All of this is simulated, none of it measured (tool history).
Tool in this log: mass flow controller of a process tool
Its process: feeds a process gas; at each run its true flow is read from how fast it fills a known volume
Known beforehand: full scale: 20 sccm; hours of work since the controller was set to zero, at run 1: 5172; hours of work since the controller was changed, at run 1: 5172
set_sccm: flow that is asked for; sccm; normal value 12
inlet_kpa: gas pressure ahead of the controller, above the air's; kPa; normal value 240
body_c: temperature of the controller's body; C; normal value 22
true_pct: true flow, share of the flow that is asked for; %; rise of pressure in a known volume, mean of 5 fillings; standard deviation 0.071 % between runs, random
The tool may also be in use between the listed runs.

| run | hour | set_sccm | inlet_kpa | body_c | hours of work since the controller was set to zero | hours of work since the controller was changed | true_pct |
|---|---|---|---|---|---|---|---|
| 1 | 0.0 | 12 | 240 | 22 | 5172 | 5172 | 97.11 |
| 2 | 148.0 | 12 | 240 | 22 | 5264 | 5264 | 97.19 |
| 3 | 451.0 | 12 | 189 | 22 | 5451 | 5451 | 96.99 |
| 4 | 705.0 | 12 | 240 | 22 | 5607 | 5607 | 96.93 |
| 5 | 944.3 | 12 | 240 | 22 | 5755 | 5755 | 96.92 |
| 6 | 1096.3 | 12 | 240 | 21 | 5849 | 5849 | 96.83 |
| 7 | 1231.9 | 12 | 240 | 21 | 5932 | 5932 | 96.80 |
| 8 | 1369.0 | 12 | 240 | 22 | 6017 | 6017 | 96.65 |
| 9 | 1625.0 | 12 | 170 | 22 | 6175 | 6175 | 96.46 |
| 10 | 1865.6 | 16 | 240 | 22 | 6323 | 6323 | 97.08 |
| 11 | 2079.8 | 12 | 240 | 22 | 6455 | 6455 | 96.61 |
| 12 | 2319.2 | 12 | 240 | 22 | 6603 | 6603 | 96.45 |
| 13 | 2619.9 | 12 | 240 | 22 | 6789 | 6789 | 96.49 |
| 14 | 2864.9 | 6 | 240 | 22 | 6940 | 6940 | 94.63 |
| 15 | 3018.2 | 6 | 240 | 22 | 7034 | 7034 | 94.40 |
| 16 | 3238.3 | 12 | 240 | 26 | 7170 | 7170 | 96.14 |
| 17 | 3367.1 | 12 | 240 | 26 | 7250 | 7250 | 96.08 |
| 18 | 3590.9 | 12 | 240 | 26 | 7388 | 7388 | 95.94 |
| 19 | 3753.3 | 12 | 240 | 26 | 7488 | 7488 | 95.83 |
| 20 | 3909.2 | 12 | 240 | 26 | 7584 | 7584 | 95.83 |
| 21 | 4050.2 | 12 | 240 | 26 | 7671 | 7671 | 95.78 |
| 22 | 4343.1 | 4 | 270 | 22 | 7852 | 7852 | 92.42 |
|  | 4495.4 | controller's zero set anew |
| 23 | 4525.5 | 3 | 249 | 30 | 19 | 7964 | 96.74 |
| 24 | 4712.3 | 10 | 240 | 23 | 134 | 8079 | 97.27 |
| 25 | 4848.2 | 10 | 218 | 27 | 218 | 8163 | 97.03 |
| 26 | 5027.3 | 14 | 155 | 29 | 328 | 8274 | 97.00 |
| 27 | 5335.2 | 2 | 155 | 25 | 518 | 8464 | 96.14 |
| 28 | 5598.3 | 10 | 155 | 40 | 680 | 8626 | 96.37 |
| 29 | 5871.4 | 18 | 208 | 22 | 849 | 8794 | 97.25 |
| 30 | 6070.8 | 16 | 233 | 38 | 972 | 8917 | 96.69 |
| 31 | 6259.9 | 16 | 233 | 23 | 1089 | 9034 | 97.06 |
| 32 | 6529.0 | 2 | 156 | 34 | 1255 | 9200 | 94.59 |
| 33 | 6659.0 | 12 | 230 | 22 | 1335 | 9280 | 96.92 |
| 34 | 6904.3 | 12 | 230 | 22 | 1486 | 9432 | 96.85 |

Run 35 has not been measured yet. What should we expect?
| 35 | 7133.9 | 14 | 190 | 24 | 1628 | 9573 | ? |

Run 35 yielded true_pct 96.72 %.
If the tool had no hidden condition, the same run with the same run-to-run variation would have returned true_pct 99.80 %.
